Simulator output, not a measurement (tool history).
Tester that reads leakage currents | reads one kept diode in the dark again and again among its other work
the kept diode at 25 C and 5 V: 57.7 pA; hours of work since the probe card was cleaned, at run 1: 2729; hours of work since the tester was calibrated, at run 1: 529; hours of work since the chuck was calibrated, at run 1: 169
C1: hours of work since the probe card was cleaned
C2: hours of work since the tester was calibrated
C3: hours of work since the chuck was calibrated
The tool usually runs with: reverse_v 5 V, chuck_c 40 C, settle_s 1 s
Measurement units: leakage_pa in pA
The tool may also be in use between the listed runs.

{"run": 1, "hour": 0.0, "reverse_v": 5, "chuck_c": 40, "settle_s": 1, "C1": 2729, "C2": 529, "C3": 169, "leakage_pa": 224.79}
{"run": 2, "hour": 27.8, "reverse_v": 5, "chuck_c": 40, "settle_s": 1, "C1": 2749, "C2": 549, "C3": 189, "leakage_pa": 223.13}
{"run": 3, "hour": 50.2, "reverse_v": 5, "chuck_c": 40, "settle_s": 1, "C1": 2766, "C2": 566, "C3": 206, "leakage_pa": 223.37}
{"run": 4, "hour": 73.9, "reverse_v": 5, "chuck_c": 40, "settle_s": 1, "C1": 2783, "C2": 583, "C3": 223, "leakage_pa": 220.58}
{"run": 5, "hour": 101.4, "reverse_v": 5, "chuck_c": 40, "settle_s": 1, "C1": 2803, "C2": 604, "C3": 243, "leakage_pa": 221.12}
{"run": 6, "hour": 129.1, "reverse_v": 5, "chuck_c": 40, "settle_s": 1, "C1": 2824, "C2": 624, "C3": 264, "leakage_pa": 222.22}
{"run": 7, "hour": 154.9, "reverse_v": 2.93, "chuck_c": 40, "settle_s": 1, "C1": 2843, "C2": 643, "C3": 283, "leakage_pa": 173.24}
{"run": 8, "hour": 176.6, "reverse_v": 2.93, "chuck_c": 40, "settle_s": 5, "C1": 2859, "C2": 659, "C3": 299, "leakage_pa": 171.65}
{"run": 9, "hour": 206.6, "reverse_v": 5, "chuck_c": 40, "settle_s": 1, "C1": 2881, "C2": 681, "C3": 321, "leakage_pa": 218.83}
{"run": 10, "hour": 239.8, "reverse_v": 5, "chuck_c": 40, "settle_s": 1, "C1": 2905, "C2": 706, "C3": 345, "leakage_pa": 217.25}
{"run": 11, "hour": 265.0, "reverse_v": 5, "chuck_c": 40, "settle_s": 1, "C1": 2924, "C2": 724, "C3": 364, "leakage_pa": 217.02}
{"hour": 269.1, "done": "tester calibrated"}
{"run": 12, "hour": 296.7, "reverse_v": 5, "chuck_c": 26, "settle_s": 1, "C1": 2946, "C2": 20, "C3": 386, "leakage_pa": 60.48}
{"run": 13, "hour": 321.4, "reverse_v": 5, "chuck_c": 26, "settle_s": 1, "C1": 2964, "C2": 39, "C3": 404, "leakage_pa": 60.33}
{"run": 14, "hour": 349.5, "reverse_v": 5, "chuck_c": 26, "settle_s": 1, "C1": 2985, "C2": 59, "C3": 425, "leakage_pa": 59.6}
{"run": 15, "hour": 368.0, "reverse_v": 5, "chuck_c": 26, "settle_s": 1, "C1": 2998, "C2": 73, "C3": 438, "leakage_pa": 59.56}
{"run": 16, "hour": 400.8, "reverse_v": 5, "chuck_c": 26, "settle_s": 1, "C1": 3023, "C2": 97, "C3": 463, "leakage_pa": 59.48}
{"run": 17, "hour": 425.6, "reverse_v": 5, "chuck_c": 33, "settle_s": 1, "C1": 3041, "C2": 115, "C3": 481, "leakage_pa": 113.19}
{"run": 18, "hour": 448.9, "reverse_v": 5, "chuck_c": 33, "settle_s": 1, "C1": 3058, "C2": 133, "C3": 498, "leakage_pa": 113.18}
{"hour": 454.7, "done": "tester calibrated, once more"}
{"run": 19, "hour": 467.1, "reverse_v": 5, "chuck_c": 33, "settle_s": 1, "C1": 3070, "C2": 9, "C3": 510, "leakage_pa": 113.12}
{"run": 20, "hour": 500.6, "reverse_v": 5.45, "chuck_c": 40, "settle_s": 1, "C1": 3095, "C2": 34, "C3": 535, "leakage_pa": 217.96}
{"run": 21, "hour": 518.0, "reverse_v": 5, "chuck_c": 45, "settle_s": 1, "C1": 3108, "C2": 47, "C3": 548, "leakage_pa": 325.2}
{"run": 22, "hour": 541.1, "reverse_v": 9.81, "chuck_c": 29, "settle_s": 7.61, "C1": 3125, "C2": 64, "C3": 565, "leakage_pa": 105.46}
{"run": 23, "hour": 559.7, "reverse_v": 5, "chuck_c": 26, "settle_s": 1.52, "C1": 3138, "C2": 77, "C3": 578, "leakage_pa": 58.32}
{"run": 24, "hour": 574.9, "reverse_v": 5, "chuck_c": 50, "settle_s": 1.38, "C1": 3150, "C2": 89, "C3": 589, "leakage_pa": 493.02}
{"run": 25, "hour": 603.6, "reverse_v": 10.7, "chuck_c": 38, "settle_s": 7.39, "C1": 3171, "C2": 110, "C3": 611, "leakage_pa": 245.87}
{"run": 26, "hour": 632.0, "reverse_v": 10.7, "chuck_c": 38, "settle_s": 7.08, "C1": 3192, "C2": 131, "C3": 632, "leakage_pa": 244.75}
{"run": 27, "hour": 659.4, "reverse_v": 5, "chuck_c": 53, "settle_s": 2.15, "C1": 3212, "C2": 151, "C3": 652, "leakage_pa": 624.98}
{"run": 28, "hour": 678.9, "reverse_v": 2.93, "chuck_c": 40, "settle_s": 1.47, "C1": 3226, "C2": 165, "C3": 666, "leakage_pa": 161.36}
{"run": 29, "hour": 692.7, "reverse_v": 2.93, "chuck_c": 40, "settle_s": 1.47, "C1": 3236, "C2": 175, "C3": 676, "leakage_pa": 161.41}
{"run": 30, "hour": 721.5, "reverse_v": 2.93, "chuck_c": 40, "settle_s": 1.47, "C1": 3258, "C2": 197, "C3": 698, "leakage_pa": 159.26}
{"run": 31, "hour": 748.6, "reverse_v": 16.99, "chuck_c": 40, "settle_s": 3.63, "C1": 3278, "C2": 217, "C3": 718, "leakage_pa": 353.14}
{"run": 32, "hour": 775.9, "reverse_v": 1.58, "chuck_c": 40, "settle_s": 1, "C1": 3298, "C2": 237, "C3": 738, "leakage_pa": 120.75}
{"hour": 785.3, "done": "chuck's temperature calibrated"}
{"run": 33, "hour": 797.8, "reverse_v": 5, "chuck_c": 31, "settle_s": 2.87, "C1": 3312, "C2": 251, "C3": 9, "leakage_pa": 105.34}
{"run": 34, "hour": 828.7, "reverse_v": 5, "chuck_c": 31, "settle_s": 2.87, "C1": 3335, "C2": 274, "C3": 32, "leakage_pa": 104.72}
{"run": 35, "hour": 852.2, "reverse_v": 4.98, "chuck_c": 31, "settle_s": 1.47, "C1": 3352, "C2": 292, "C3": 49, "leakage_pa": 104.21}
{"run": 36, "hour": 878.4, "reverse_v": 4.98, "chuck_c": 31, "settle_s": 1.47, "C1": 3372, "C2": 311, "C3": 69, "leakage_pa": 103.7}
{"run": 37, "hour": 903.6, "reverse_v": 3.84, "chuck_c": 49, "settle_s": 0.91, "C1": 3390, "C2": 330, "C3": 87, "leakage_pa": 444.43}
{"run": 38, "hour": 931.3, "reverse_v": 1.57, "chuck_c": 25, "settle_s": 0.91, "C1": 3411, "C2": 350, "C3": 108, "leakage_pa": 34.69}
{"run": 39, "hour": 948.1, "reverse_v": 1.54, "chuck_c": 33, "settle_s": 0.73, "C1": 3423, "C2": 362, "C3": 120, "leakage_pa": 72.73}
{"run": 40, "hour": 974.7, "reverse_v": 13.96, "chuck_c": 31, "settle_s": 1, "C1": 3443, "C2": 382, "C3": 140, "leakage_pa": 166.37}
{"run": 41, "hour": 992.9, "reverse_v": 13.96, "chuck_c": 40, "settle_s": 0.61, "C1": 3456, "C2": 395, "C3": 153, "leakage_pa": 369.18}

Here are 3 independent what-if runs from the current tool condition. What would each one return?
{"run": "A", "hour": 1021.7, "reverse_v": 13.96, "chuck_c": 47, "settle_s": 0.61, "C1": 3477, "C2": 417, "C3": 174, "leakage_pa": "?"}
{"run": "B", "hour": 1021.7, "reverse_v": 5.85, "chuck_c": 51, "settle_s": 0.35, "C1": 3477, "C2": 417, "C3": 174, "leakage_pa": "?"}
{"run": "C", "hour": 1021.7, "reverse_v": 13.96, "chuck_c": 40, "settle_s": 1.65, "C1": 3477, "C2": 417, "C3": 174, "leakage_pa": "?"}

run=A leakage_pa=664.56
run=B leakage_pa=627.28
run=C leakage_pa=363.75
The same runs, with their run-to-run variation unchanged, on a tool lacking any hidden condition would have given:
run=A leakage_pa=677.03
run=B leakage_pa=642.59
run=C leakage_pa=367.64
